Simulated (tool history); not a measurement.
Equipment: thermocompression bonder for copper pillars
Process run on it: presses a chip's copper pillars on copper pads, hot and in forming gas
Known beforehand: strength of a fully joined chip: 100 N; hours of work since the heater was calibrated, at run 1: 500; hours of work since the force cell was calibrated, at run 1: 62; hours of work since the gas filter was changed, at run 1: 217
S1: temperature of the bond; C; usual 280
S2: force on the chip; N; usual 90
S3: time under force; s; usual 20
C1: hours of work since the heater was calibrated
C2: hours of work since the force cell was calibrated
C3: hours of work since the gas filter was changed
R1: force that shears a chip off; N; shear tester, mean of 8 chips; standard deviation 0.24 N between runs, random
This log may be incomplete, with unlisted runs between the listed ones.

{"run": 1, "hour": 0.0, "S1": 280, "S2": 90, "S3": 20, "C1": 500, "C2": 62, "C3": 217, "R1": 34.7}
{"run": 2, "hour": 8.0, "S1": 295, "S2": 90, "S3": 20, "C1": 504, "C2": 66, "C3": 221, "R1": 40.3}
{"run": 3, "hour": 18.1, "S1": 295, "S2": 90, "S3": 20, "C1": 509, "C2": 71, "C3": 226, "R1": 39.9}
{"run": 4, "hour": 30.4, "S1": 280, "S2": 90, "S3": 20, "C1": 515, "C2": 77, "C3": 232, "R1": 35.5}
{"run": 5, "hour": 38.5, "S1": 280, "S2": 90, "S3": 20, "C1": 519, "C2": 81, "C3": 236, "R1": 35.3}
{"run": 6, "hour": 51.1, "S1": 280, "S2": 90, "S3": 20, "C1": 525, "C2": 87, "C3": 242, "R1": 34.9}
{"run": 7, "hour": 60.3, "S1": 280, "S2": 90, "S3": 21, "C1": 530, "C2": 91, "C3": 247, "R1": 35.7}
{"run": 8, "hour": 65.7, "S1": 280, "S2": 90, "S3": 20, "C1": 532, "C2": 94, "C3": 250, "R1": 35.1}
{"run": 9, "hour": 72.2, "S1": 280, "S2": 90, "S3": 20, "C1": 535, "C2": 97, "C3": 253, "R1": 35.1}
{"run": 10, "hour": 83.4, "S1": 280, "S2": 90, "S3": 20, "C1": 541, "C2": 103, "C3": 258, "R1": 35.0}
{"run": 11, "hour": 92.3, "S1": 280, "S2": 90, "S3": 20, "C1": 545, "C2": 107, "C3": 263, "R1": 34.8}
{"run": 12, "hour": 103.7, "S1": 280, "S2": 90, "S3": 20, "C1": 551, "C2": 113, "C3": 268, "R1": 34.8}
{"run": 13, "hour": 112.4, "S1": 280, "S2": 97, "S3": 20, "C1": 555, "C2": 117, "C3": 272, "R1": 36.2}
{"run": 14, "hour": 120.9, "S1": 280, "S2": 97, "S3": 20, "C1": 559, "C2": 121, "C3": 277, "R1": 36.3}
{"run": 15, "hour": 129.6, "S1": 280, "S2": 97, "S3": 20, "C1": 563, "C2": 125, "C3": 281, "R1": 36.1}
{"run": 16, "hour": 135.6, "S1": 280, "S2": 97, "S3": 20, "C1": 566, "C2": 128, "C3": 284, "R1": 36.2}
{"run": 17, "hour": 140.9, "S1": 280, "S2": 90, "S3": 10, "C1": 569, "C2": 131, "C3": 286, "R1": 26.6}
{"run": 18, "hour": 152.2, "S1": 280, "S2": 94, "S3": 10, "C1": 574, "C2": 136, "C3": 292, "R1": 26.5}
{"run": 19, "hour": 157.6, "S1": 280, "S2": 90, "S3": 20, "C1": 577, "C2": 139, "C3": 294, "R1": 34.8}
{"run": 20, "hour": 167.0, "S1": 280, "S2": 90, "S3": 20, "C1": 582, "C2": 144, "C3": 299, "R1": 34.8}
{"run": 21, "hour": 179.0, "S1": 280, "S2": 90, "S3": 20, "C1": 588, "C2": 149, "C3": 305, "R1": 35.0}
{"run": 22, "hour": 189.0, "S1": 275, "S2": 104, "S3": 14, "C1": 592, "C2": 154, "C3": 310, "R1": 31.0}
{"run": 23, "hour": 194.4, "S1": 275, "S2": 104, "S3": 14, "C1": 595, "C2": 157, "C3": 312, "R1": 31.0}
{"run": 24, "hour": 204.2, "S1": 267, "S2": 73, "S3": 20, "C1": 600, "C2": 162, "C3": 317, "R1": 27.7}
{"run": 25, "hour": 210.1, "S1": 267, "S2": 73, "S3": 20, "C1": 603, "C2": 165, "C3": 320, "R1": 27.5}
{"run": 26, "hour": 219.5, "S1": 267, "S2": 73, "S3": 20, "C1": 607, "C2": 169, "C3": 325, "R1": 27.4}
{"run": 27, "hour": 225.3, "S1": 258, "S2": 96, "S3": 20, "C1": 610, "C2": 172, "C3": 328, "R1": 29.1}
{"run": 28, "hour": 237.2, "S1": 310, "S2": 81, "S3": 11, "C1": 616, "C2": 178, "C3": 333, "R1": 33.5}
{"run": 29, "hour": 247.0, "S1": 281, "S2": 65, "S3": 23, "C1": 621, "C2": 183, "C3": 338, "R1": 31.2}
{"run": 30, "hour": 258.8, "S1": 265, "S2": 86, "S3": 38, "C1": 627, "C2": 188, "C3": 344, "R1": 38.0}
{"run": 31, "hour": 271.2, "S1": 280, "S2": 131, "S3": 57, "C1": 633, "C2": 194, "C3": 350, "R1": 58.4}
{"run": 32, "hour": 277.3, "S1": 284, "S2": 74, "S3": 57, "C1": 636, "C2": 198, "C3": 353, "R1": 47.0}
{"run": 33, "hour": 289.3, "S1": 284, "S2": 74, "S3": 57, "C1": 641, "C2": 203, "C3": 359, "R1": 47.5}
{"run": 34, "hour": 294.7, "S1": 280, "S2": 58, "S3": 12, "C1": 644, "C2": 206, "C3": 361, "R1": 22.0}
{"run": 35, "hour": 306.4, "S1": 280, "S2": 58, "S3": 12, "C1": 650, "C2": 212, "C3": 367, "R1": 22.3}
{"run": 36, "hour": 317.7, "S1": 279, "S2": 72, "S3": 12, "C1": 655, "C2": 217, "C3": 373, "R1": 24.8}
{"run": 37, "hour": 326.4, "S1": 280, "S2": 66, "S3": 18, "C1": 660, "C2": 221, "C3": 377, "R1": 28.2}
{"run": 38, "hour": 333.5, "S1": 280, "S2": 66, "S3": 18, "C1": 663, "C2": 225, "C3": 380, "R1": 27.4}
{"hour": 337.5, "done": "forming gas filter changed"}
{"run": 39, "hour": 340.6, "S1": 285, "S2": 60, "S3": 21, "C1": 666, "C2": 228, "C3": 2, "R1": 32.7}
{"run": 40, "hour": 347.0, "S1": 285, "S2": 60, "S3": 21, "C1": 669, "C2": 231, "C3": 5, "R1": 33.2}

Some steps in R1, run to run, broken into two amounts with sign: the step expected even without the hidden condition (settings, incoming material, random variation), and the rest, left for the hidden condition together with whatever gauge scatter is not in both the measured and the hidden-condition-free result:
The hidden state here: true temperature of the bond over the reading, C; force that reaches the chip, % of what is set; oxide that the forming gas leaves, % of the face; drift of the gauge itself on shear_n, %.
Run 30 -> 31: S1 265 -> 280, S2 86 -> 131, S3 38 -> 57. R1 +20.4 N: hidden state -1.7, all else +22.1.
Run 31 -> 32: S1 280 -> 284, S2 131 -> 74. R1 -11.4 N: hidden state +0.9, all else -12.3.
Run 33 -> 34: S1 284 -> 280, S2 74 -> 58, S3 57 -> 12. R1 -25.5 N: hidden state +1.2, all else -26.7.
Run 38 -> 39: S1 280 -> 285, S2 66 -> 60, S3 18 -> 21, forming gas filter changed. R1 +5.3 N: hidden state +3.3, all else +2.0.
